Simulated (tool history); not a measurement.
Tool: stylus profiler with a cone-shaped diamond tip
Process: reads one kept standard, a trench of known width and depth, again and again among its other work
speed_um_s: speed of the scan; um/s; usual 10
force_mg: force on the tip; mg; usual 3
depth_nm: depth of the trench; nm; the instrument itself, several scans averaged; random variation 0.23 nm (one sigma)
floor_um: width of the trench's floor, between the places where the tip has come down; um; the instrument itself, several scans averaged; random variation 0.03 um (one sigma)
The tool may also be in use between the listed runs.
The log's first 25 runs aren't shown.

run	hour	speed_um_s	force_mg	depth_nm	floor_um
# hour 911.4: height scale calibrated on a step standard, once more
26	937.2	33	1.01	1004.06	15.25
27	971.9	33	1.01	1004.89	15.2
28	1019.2	11	5	1014.32	15.31
29	1072.5	5	1.96	1007.72	15.28
30	1113.7	26	4.64	1013.64	15.27
31	1162.9	26	4.64	1014.52	15.19
32	1215.6	4	2.42	1009.67	15.21
33	1269.3	9	2.42	1009.41	15.12
34	1294.2	17	3	1011.05	15.14
35	1329.2	17	3	1011.24	15.11
36	1364.9	6	4.87	1015.07	15.14
37	1389.7	2	2.65	1010.22	15.11
38	1426.5	10	1.55	1007.48	15.01
39	1463.9	12	1	1006.3	15.03
40	1497.2	10	2.57	1010.6	14.97

3 ways to go on from here, each from the tool as it stands after run 40. What would each give?
A	1547.9	29	3	?	?
B	1547.9	8	1.43	?	?
C	1547.9	3	4.17	?	?

run	depth_nm	floor_um
A	1011.57	14.94
B	1007.29	14.99
C	1014.39	15.02
Without the tool's hidden state the same runs would have given:
run	depth_nm	floor_um
A	1010.22	16.48
B	1005.95	16.53
C	1013.04	16.56
